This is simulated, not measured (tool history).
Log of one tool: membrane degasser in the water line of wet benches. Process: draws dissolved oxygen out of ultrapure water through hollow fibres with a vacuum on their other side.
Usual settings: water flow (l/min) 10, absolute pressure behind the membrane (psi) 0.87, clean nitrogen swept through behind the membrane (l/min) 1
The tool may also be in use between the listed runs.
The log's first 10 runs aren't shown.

| run | hour | water flow (l/min) | absolute pressure behind the membrane (psi) | clean nitrogen swept through behind the membrane (l/min) | hours since the membrane was changed | hours since the vacuum gauge was calibrated | hours since the vacuum lines were made tight | dissolved oxygen in the water behind the degasser (ppb) | pressure that the water loses in the fibres (psi) |
|---|---|---|---|---|---|---|---|---|---|
|  | 2129 | vacuum gauge calibrated |
| 11 | 2129 | 9 | 0.87 | 1 | 2491 | 0 | 3035 | 164.7 | 4.093 |
| 12 | 2275.2 | 9 | 0.87 | 1 | 2638 | 146 | 3181 | 165.3 | 4.102 |
| 13 | 2547.9 | 9 | 0.87 | 1 | 2910 | 419 | 3454 | 168.2 | 4.08 |
| 14 | 2834.8 | 9 | 0.87 | 1 | 3197 | 706 | 3741 | 170.2 | 4.086 |
| 15 | 3098 | 9 | 0.87 | 1 | 3460 | 969 | 4004 | 169.8 | 4.076 |
| 16 | 3328.2 | 9 | 0.87 | 1 | 3691 | 1199 | 4234 | 168.9 | 4.113 |
| 17 | 3555 | 9 | 1.31 | 0.88 | 3918 | 1426 | 4461 | 248.4 | 4.11 |
| 18 | 3734.4 | 9 | 1.31 | 0.88 | 4097 | 1605 | 4641 | 256.5 | 4.129 |
| 19 | 3904.3 | 9 | 1.31 | 0.88 | 4267 | 1775 | 4810 | 249.9 | 4.119 |
| 20 | 4103.1 | 9 | 1.31 | 0.88 | 4466 | 1974 | 5009 | 251.3 | 4.107 |
|  | 4325.5 | seals of the vacuum lines changed |
| 21 | 4341.1 | 6 | 1.61 | 1 | 4702 | 2210 | 16 | 156.3 | 2.76 |
| 22 | 4575.2 | 7 | 1.574 | 0.82 | 4936 | 2444 | 250 | 215.6 | 3.175 |
| 23 | 4708 | 6 | 0.577 | 0.82 | 5068 | 2577 | 382 | 57 | 2.714 |
| 24 | 4865.8 | 6 | 0.577 | 0.82 | 5226 | 2735 | 540 | 58.3 | 2.776 |
| 25 | 5051.8 | 6 | 0.577 | 0.82 | 5412 | 2921 | 726 | 57.9 | 2.722 |
| 26 | 5224.1 | 6 | 0.577 | 0.82 | 5585 | 3093 | 899 | 58.3 | 2.721 |
| 27 | 5454.2 | 6 | 0.846 | 0.42 | 5815 | 3323 | 1129 | 133.9 | 2.764 |
| 28 | 5643 | 10 | 1.709 | 1 | 6004 | 3512 | 1318 | 340.4 | 4.625 |
| 29 | 5946.1 | 10 | 0.869 | 2.22 | 6307 | 3815 | 1621 | 177.4 | 4.614 |
|  | 6007.6 | vacuum gauge calibrated |
| 30 | 6212.7 | 9 | 0.93 | 1 | 6573 | 205 | 1887 | 184 | 4.136 |
| 31 | 6503.7 | 9 | 0.93 | 1 | 6864 | 496 | 2178 | 185.4 | 4.15 |

4 ways to go on from here, each from the tool as it stands after run 31. What would each give?
| A | 6655.5 | 9 | 1.756 | 1 | 7015 | 648 | 2330 | ? | ? |
| B | 6655.5 | 15 | 0.93 | 2.29 | 7015 | 648 | 2330 | ? | ? |
| C | 6655.5 | 13 | 0.612 | 1.37 | 7015 | 648 | 2330 | ? | ? |
| D | 6655.5 | 10 | 0.676 | 1.03 | 7015 | 648 | 2330 | ? | ? |

| run | dissolved oxygen in the water behind the degasser (ppb) | pressure that the water loses in the fibres (psi) |
|---|---|---|
| A | 296.7 | 4.121 |
| B | 364.6 | 6.998 |
| C | 277.4 | 6.07 |
| D | 182.4 | 4.63 |
Without the tool's hidden state the same runs would have given:
| run | dissolved oxygen in the water behind the degasser (ppb) | pressure that the water loses in the fibres (psi) |
|---|---|---|
| A | 274.6 | 3.946 |
| B | 322.5 | 6.707 |
| C | 241.2 | 5.817 |
| D | 158 | 4.435 |
